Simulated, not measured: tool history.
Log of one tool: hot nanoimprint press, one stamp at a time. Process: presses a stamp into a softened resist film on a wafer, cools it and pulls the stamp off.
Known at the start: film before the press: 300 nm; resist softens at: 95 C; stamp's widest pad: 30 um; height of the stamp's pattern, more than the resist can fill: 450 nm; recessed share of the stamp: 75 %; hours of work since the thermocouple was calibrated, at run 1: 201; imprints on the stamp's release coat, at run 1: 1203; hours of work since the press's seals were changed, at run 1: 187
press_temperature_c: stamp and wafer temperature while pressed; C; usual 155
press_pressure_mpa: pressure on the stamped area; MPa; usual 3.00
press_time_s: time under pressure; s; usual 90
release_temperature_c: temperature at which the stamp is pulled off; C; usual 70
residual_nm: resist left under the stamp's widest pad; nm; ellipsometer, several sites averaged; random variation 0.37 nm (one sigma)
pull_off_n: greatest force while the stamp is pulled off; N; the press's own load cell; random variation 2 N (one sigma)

| run | hour | press_temperature_c | press_pressure_mpa | press_time_s | release_temperature_c | hours of work since the thermocouple was calibrated | imprints on the stamp's release coat | hours of work since the press's seals were changed | residual_nm | pull_off_n |
|---|---|---|---|---|---|---|---|---|---|---|
| 1 | 0.0 | 155 | 3.00 | 90 | 70 | 201 | 1203 | 187 | 150.1 | 149 |
| 2 | 7.9 | 155 | 3.02 | 90 | 70 | 205 | 1219 | 191 | 149.2 | 155 |
| 3 | 20.4 | 155 | 3.02 | 90 | 70 | 212 | 1245 | 197 | 148.9 | 155 |
| 4 | 28.1 | 155 | 3.02 | 90 | 70 | 216 | 1261 | 201 | 148.9 | 153 |
| 5 | 42.6 | 155 | 3.02 | 84 | 70 | 223 | 1291 | 209 | 152.5 | 155 |
| 6 | 55.0 | 163 | 3.00 | 90 | 70 | 230 | 1316 | 215 | 100.4 | 150 |
| 7 | 65.3 | 163 | 3.00 | 90 | 70 | 235 | 1337 | 221 | 100.6 | 157 |

Forecast run 8:
| 8 | 72.9 | 163 | 3.00 | 90 | 70 | 239 | 1353 | 225 | ? | ? |

residual_nm: 99.8 nm
pull_off_n: 153 N
Without the tool's hidden state the same run would have given residual_nm 102.5 nm, pull_off_n 114 N.
